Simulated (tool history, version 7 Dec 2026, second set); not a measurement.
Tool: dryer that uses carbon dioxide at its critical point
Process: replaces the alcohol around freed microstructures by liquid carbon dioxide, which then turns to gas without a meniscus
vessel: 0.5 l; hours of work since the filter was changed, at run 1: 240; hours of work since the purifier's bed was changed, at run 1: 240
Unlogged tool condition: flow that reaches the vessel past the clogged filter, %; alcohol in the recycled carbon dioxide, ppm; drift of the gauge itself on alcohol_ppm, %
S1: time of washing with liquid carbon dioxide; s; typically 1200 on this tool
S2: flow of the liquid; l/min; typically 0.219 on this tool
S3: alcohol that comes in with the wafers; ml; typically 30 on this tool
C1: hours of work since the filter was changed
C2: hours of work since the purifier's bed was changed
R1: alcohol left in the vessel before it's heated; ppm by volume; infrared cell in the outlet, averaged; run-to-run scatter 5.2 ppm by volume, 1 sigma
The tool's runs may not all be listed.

{"run": 1, "day": 0.0, "S1": 1200, "S2": 0.219, "S3": 30, "C1": 240, "C2": 240, "R1": 189}
{"run": 2, "day": 0.392, "S1": 1200, "S2": 0.203, "S3": 30, "C1": 246, "C2": 246, "R1": 281}
{"run": 3, "day": 0.717, "S1": 1200, "S2": 0.219, "S3": 68, "C1": 251, "C2": 251, "R1": 395}
{"run": 4, "day": 1.012, "S1": 1200, "S2": 0.219, "S3": 68, "C1": 256, "C2": 256, "R1": 412}
{"run": 5, "day": 1.554, "S1": 840, "S2": 0.219, "S3": 68, "C1": 265, "C2": 265, "R1": 2312}
{"run": 6, "day": 1.9, "S1": 1200, "S2": 0.219, "S3": 30, "C1": 271, "C2": 271, "R1": 200}
{"run": 7, "day": 2.254, "S1": 1200, "S2": 0.219, "S3": 30, "C1": 276, "C2": 276, "R1": 192}
{"run": 8, "day": 2.583, "S1": 1200, "S2": 0.219, "S3": 30, "C1": 282, "C2": 282, "R1": 196}
{"run": 9, "day": 3.146, "S1": 1200, "S2": 0.219, "S3": 30, "C1": 291, "C2": 291, "R1": 210}
{"run": 10, "day": 3.529, "S1": 1200, "S2": 0.17, "S3": 30, "C1": 297, "C2": 297, "R1": 727}
{"run": 11, "day": 3.842, "S1": 1200, "S2": 0.17, "S3": 30, "C1": 302, "C2": 302, "R1": 736}
{"run": 12, "day": 4.425, "S1": 900, "S2": 0.303, "S3": 30, "C1": 312, "C2": 312, "R1": 174}
{"run": 13, "day": 4.925, "S1": 1320, "S2": 0.225, "S3": 22, "C1": 320, "C2": 320, "R1": 104}
{"run": 14, "day": 5.25, "S1": 840, "S2": 0.225, "S3": 22, "C1": 325, "C2": 325, "R1": 747}
{"run": 15, "day": 5.629, "S1": 840, "S2": 0.233, "S3": 22, "C1": 331, "C2": 331, "R1": 669}
{"run": 16, "day": 6.167, "S1": 1080, "S2": 0.256, "S3": 20, "C1": 340, "C2": 340, "R1": 134}
{"run": 17, "day": 6.688, "S1": 1200, "S2": 0.179, "S3": 30, "C1": 348, "C2": 348, "R1": 634}
{"run": 18, "day": 7.25, "S1": 1200, "S2": 0.179, "S3": 27, "C1": 357, "C2": 357, "R1": 576}
{"run": 19, "day": 7.692, "S1": 1200, "S2": 0.179, "S3": 27, "C1": 365, "C2": 365, "R1": 596}
{"run": 20, "day": 8.262, "S1": 1200, "S2": 0.191, "S3": 110, "C1": 374, "C2": 374, "R1": 1730}

Below, each run's measurement less what the same run would have read without the hidden state. Both values contain the same run-to-run variation, but the gauge's scatter may not be the same in both:
run=1 R1=+94
run=2 R1=+130
run=3 R1=+193
run=4 R1=+203
run=5 R1=+878
run=6 R1=+106
run=7 R1=+107
run=8 R1=+111
run=9 R1=+117
run=10 R1=+328
run=11 R1=+334
run=12 R1=+105
run=13 R1=+63
run=14 R1=+343
run=15 R1=+321
run=16 R1=+82
run=17 R1=+331
run=18 R1=+310
run=19 R1=+323
run=20 R1=+979

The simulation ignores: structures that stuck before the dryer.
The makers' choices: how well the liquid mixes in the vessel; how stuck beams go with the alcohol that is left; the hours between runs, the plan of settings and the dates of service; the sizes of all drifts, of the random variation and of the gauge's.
